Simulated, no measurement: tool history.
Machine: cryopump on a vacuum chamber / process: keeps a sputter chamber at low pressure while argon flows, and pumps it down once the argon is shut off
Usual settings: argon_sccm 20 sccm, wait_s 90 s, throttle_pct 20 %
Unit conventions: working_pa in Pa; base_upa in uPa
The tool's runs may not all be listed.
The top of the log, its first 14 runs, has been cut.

| run | hour | argon_sccm | wait_s | throttle_pct | hours of work since the pump was warmed up and emptied | hours of work since the cold head was overhauled | hours of work since the chamber's fittings were tightened | working_pa | base_upa |
|---|---|---|---|---|---|---|---|---|---|
| 15 | 181.1 | 11 | 90 | 20 | 305 | 305 | 2754 | 0.0525 | 1.39 |
| 16 | 197.8 | 20 | 90 | 20 | 311 | 311 | 2760 | 0.0962 | 1.41 |
| 17 | 207.4 | 20 | 90 | 57 | 315 | 315 | 2764 | 0.0343 | 1.45 |
| 18 | 223.2 | 20 | 90 | 57 | 321 | 321 | 2771 | 0.0343 | 1.43 |
| 19 | 238.4 | 10 | 30 | 25 | 327 | 327 | 2777 | 0.0382 | 3 |
| 20 | 251.2 | 10 | 30 | 25 | 333 | 333 | 2782 | 0.0386 | 2.95 |
| 21 | 268.8 | 10 | 90 | 25 | 340 | 340 | 2789 | 0.0384 | 1.39 |
| 22 | 285.5 | 38 | 90 | 19 | 346 | 346 | 2795 | 0.1913 | 1.45 |
| 23 | 294 | 38 | 90 | 19 | 350 | 350 | 2799 | 0.1914 | 1.41 |
| 24 | 309.2 | 38 | 90 | 19 | 356 | 356 | 2805 | 0.1918 | 1.41 |
| 25 | 316.7 | 23 | 20 | 51 | 359 | 359 | 2808 | 0.0439 | 4.17 |
| 26 | 331.7 | 23 | 20 | 51 | 365 | 365 | 2814 | 0.0442 | 4.18 |
| 27 | 348.1 | 18 | 289 | 17 | 371 | 371 | 2821 | 0.1015 | 0.88 |
| 28 | 366.3 | 18 | 78 | 30 | 379 | 379 | 2828 | 0.0578 | 1.54 |
| 29 | 379.5 | 16 | 166 | 21 | 384 | 384 | 2833 | 0.0731 | 1.1 |
| 30 | 392.3 | 14 | 31 | 51 | 389 | 389 | 2838 | 0.0268 | 2.92 |
| 31 | 401.8 | 14 | 31 | 51 | 393 | 393 | 2842 | 0.0267 | 2.84 |
| 32 | 413.3 | 28 | 30 | 51 | 398 | 398 | 2847 | 0.0535 | 2.94 |
| 33 | 423.8 | 20 | 89 | 41 | 402 | 402 | 2851 | 0.0475 | 1.41 |
| 34 | 435 | 16 | 25 | 42 | 406 | 406 | 2855 | 0.0368 | 3.39 |

4 options for the next run, each taken on its own from the tool as it stands now. Forecast them:
| A | 451.2 | 20 | 90 | 20 | 413 | 413 | 2862 | ? | ? |
| B | 451.2 | 12 | 90 | 20 | 413 | 413 | 2862 | ? | ? |
| C | 451.2 | 23 | 90 | 31 | 413 | 413 | 2862 | ? | ? |
| D | 451.2 | 16 | 254 | 32 | 413 | 413 | 2862 | ? | ? |

| run | working_pa | base_upa |
|---|---|---|
| A | 0.0961 | 1.42 |
| B | 0.0579 | 1.45 |
| C | 0.0715 | 1.4 |
| D | 0.0483 | 0.93 |
Stripped of hidden state, with their random variation kept, the same runs would have yielded:
| run | working_pa | base_upa |
|---|---|---|
| A | 0.0949 | 0.94 |
| B | 0.0571 | 0.97 |
| C | 0.0701 | 0.92 |
| D | 0.0473 | 0.44 |
